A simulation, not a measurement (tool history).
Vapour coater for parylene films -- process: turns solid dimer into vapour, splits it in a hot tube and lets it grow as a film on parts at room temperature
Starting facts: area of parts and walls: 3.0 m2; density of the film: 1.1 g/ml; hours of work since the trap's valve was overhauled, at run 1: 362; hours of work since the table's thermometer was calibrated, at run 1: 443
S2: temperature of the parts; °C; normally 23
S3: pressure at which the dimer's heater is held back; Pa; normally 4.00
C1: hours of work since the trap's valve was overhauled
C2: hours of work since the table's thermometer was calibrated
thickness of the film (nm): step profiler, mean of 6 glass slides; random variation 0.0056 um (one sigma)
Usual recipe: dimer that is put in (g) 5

Run 1, hour 0.0: usual settings; C1 362; C2 443. Result: thickness of the film (nm) 722.
Run 2, hour 66.5: usual settings; C1 403; C2 484. Result: thickness of the film (nm) 724.
Run 3, hour 115.2: usual settings; C1 433; C2 515. Result: thickness of the film (nm) 712.
Run 4, hour 175.1: usual settings; C1 471; C2 552. Result: thickness of the film (nm) 726.
Run 5, hour 237.7: usual settings but S2 19 °C; C1 510; C2 591. Result: thickness of the film (nm) 840.
Run 6, hour 305.8: usual settings; C1 552; C2 633. Result: thickness of the film (nm) 710.
Run 7, hour 349.7: usual settings; C1 579; C2 661. Result: thickness of the film (nm) 718.
Run 8, hour 398.9: usual settings; C1 610; C2 691. Result: thickness of the film (nm) 708.
Run 9, hour 440.9: usual settings; C1 636; C2 717. Result: thickness of the film (nm) 703.
Run 10, hour 478.1: usual settings but S3 7.03 Pa; C1 659; C2 741. Result: thickness of the film (nm) 652.
At hour 492.9: trap's valve overhauled.
Run 11, hour 515.3: usual settings but S3 7.03 Pa; C1 14; C2 761. Result: thickness of the film (nm) 708.
Run 12, hour 548.5: usual settings but S3 7.03 Pa; C1 35; C2 782. Result: thickness of the film (nm) 697.
Run 13, hour 596.6: usual settings but S3 7.03 Pa; C1 65; C2 812. Result: thickness of the film (nm) 699.
Run 14, hour 637.7: usual settings but S3 7.03 Pa; C1 90; C2 837. Result: thickness of the film (nm) 690.
Run 15, hour 704.8: usual settings but S3 7.03 Pa; C1 132; C2 879. Result: thickness of the film (nm) 697.
Run 16, hour 769.7: usual settings but dimer that is put in (g) 8; C1 172; C2 920. Result: thickness of the film (nm) 1207.
Run 17, hour 832.6: usual settings but dimer that is put in (g) 8; C1 211; C2 959. Result: thickness of the film (nm) 1207.
Run 18, hour 878.9: usual settings but dimer that is put in (g) 8; C1 240; C2 988. Result: thickness of the film (nm) 1194.
Run 19, hour 932.5: usual settings but S3 6.51 Pa; C1 274; C2 1021. Result: thickness of the film (nm) 696.
Run 20, hour 993.9: usual settings but S3 6.51 Pa; C1 312; C2 1059. Result: thickness of the film (nm) 699.
Run 21, hour 1045.5: usual settings but S3 3.10 Pa; C1 344; C2 1091. Result: thickness of the film (nm) 775.
Run 22, hour 1116.0: usual settings but S3 3.10 Pa; C1 388; C2 1135. Result: thickness of the film (nm) 770.
Run 23, hour 1145.1: usual settings but S2 29 °C; C1 406; C2 1153. Result: thickness of the film (nm) 596.
Run 24, hour 1204.1: usual settings but S2 29 °C; C1 443; C2 1190. Result: thickness of the film (nm) 586.
Run 25, hour 1262.4: usual settings but S2 29 °C, S3 8.96 Pa; C1 479; C2 1226. Result: thickness of the film (nm) 523.
Run 26, hour 1325.0: usual settings but S2 29 °C, S3 8.96 Pa; C1 518; C2 1265. Result: thickness of the film (nm) 526.
At hour 1373.4: table's thermometer calibrated.
Run 27, hour 1385.6: usual settings but S2 16 °C; C1 555; C2 8. Result: thickness of the film (nm) 915.
Run 28, hour 1431.1: usual settings but dimer that is put in (g) 2, S2 16 °C; C1 583; C2 36. Result: thickness of the film (nm) 362.
Run 29, hour 1489.5: usual settings but S2 18 °C, S3 2.07 Pa; C1 620; C2 72. Result: thickness of the film (nm) 925.
Run 30, hour 1539.6: usual settings but S2 17 °C, S3 11.32 Pa; C1 651; C2 103. Result: thickness of the film (nm) 761.
At hour 1567.3: trap's valve overhauled.
Run 31, hour 1591.4: usual settings but dimer that is put in (g) 3, S2 27 °C, S3 11.84 Pa; C1 15; C2 133. Result: thickness of the film (nm) 321.
Run 32, hour 1624.7: usual settings but dimer that is put in (g) 3, S2 18 °C, S3 2.66 Pa; C1 36; C2 154. Result: thickness of the film (nm) 576.
Run 33, hour 1692.8: usual settings but dimer that is put in (g) 3, S2 18 °C, S3 2.66 Pa; C1 78; C2 196. Result: thickness of the film (nm) 569.
Run 34, hour 1726.5: usual settings but dimer that is put in (g) 2, S2 32 °C, S3 2.80 Pa; C1 99; C2 217. Result: thickness of the film (nm) 220.
Run 35, hour 1793.0: usual settings but dimer that is put in (g) 4, S2 15 °C, S3 8.41 Pa; C1 140; C2 259. Result: thickness of the film (nm) 726.

Expected results for the next run?
Run 36, hour 1849.5: usual settings but dimer that is put in (g) 4, S2 15 °C, S3 8.41 Pa; C1 176; C2 294. Result: thickness of the film (nm) ?.

Run 36 came out at thickness of the film (nm) 724.
The same run, on a tool lacking any hidden state, would have yielded thickness of the film (nm) 726.

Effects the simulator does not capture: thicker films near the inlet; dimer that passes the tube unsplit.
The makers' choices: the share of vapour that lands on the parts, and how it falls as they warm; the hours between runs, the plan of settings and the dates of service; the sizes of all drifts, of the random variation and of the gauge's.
